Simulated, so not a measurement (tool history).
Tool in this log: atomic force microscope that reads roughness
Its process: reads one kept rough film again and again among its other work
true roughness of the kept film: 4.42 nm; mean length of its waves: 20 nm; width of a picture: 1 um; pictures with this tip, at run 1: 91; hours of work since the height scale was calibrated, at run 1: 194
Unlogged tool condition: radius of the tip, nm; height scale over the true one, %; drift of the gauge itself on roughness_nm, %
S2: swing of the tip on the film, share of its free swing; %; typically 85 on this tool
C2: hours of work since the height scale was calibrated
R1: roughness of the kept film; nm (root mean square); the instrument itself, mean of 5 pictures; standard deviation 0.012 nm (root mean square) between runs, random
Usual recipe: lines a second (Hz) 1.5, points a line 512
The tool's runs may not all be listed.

Run 1, hour 0: usual settings; pictures with this tip 91; C2 194. Result: R1 2.332 nm (root mean square).
Run 2, hour 12.1: usual settings; pictures with this tip 104; C2 200. Result: R1 2.266 nm (root mean square).
Run 3, hour 19.5: usual settings; pictures with this tip 112; C2 203. Result: R1 2.227 nm (root mean square).
Run 4, hour 31.7: usual settings; pictures with this tip 125; C2 209. Result: R1 2.203 nm (root mean square).
Run 5, hour 39.4: usual settings; pictures with this tip 133; C2 212. Result: R1 2.172 nm (root mean square).
Run 6, hour 53.4: usual settings; pictures with this tip 148; C2 219. Result: R1 2.126 nm (root mean square).
Run 7, hour 62: usual settings; pictures with this tip 157; C2 223. Result: R1 2.08 nm (root mean square).
Run 8, hour 78: usual settings; pictures with this tip 174; C2 230. Result: R1 2.054 nm (root mean square).
Run 9, hour 86.6: usual settings but lines a second (Hz) 0.67; pictures with this tip 183; C2 234. Result: R1 2.148 nm (root mean square).
Run 10, hour 95.3: usual settings but lines a second (Hz) 0.64, S2 69 %; pictures with this tip 192; C2 238. Result: R1 2.177 nm (root mean square).

What does the tool deliver on the next run?
At hour 97.5: height scale calibrated on a step standard.
Run 11, hour 113: usual settings but lines a second (Hz) 3.71, S2 59 %, points a line 273; pictures with this tip 210; C2 7. Result: R1 ?.

Run 11 yielded R1 1.986 nm (root mean square).
If the tool had no hidden condition, the same run with the same run-to-run variation would have returned R1 2.796 nm (root mean square).
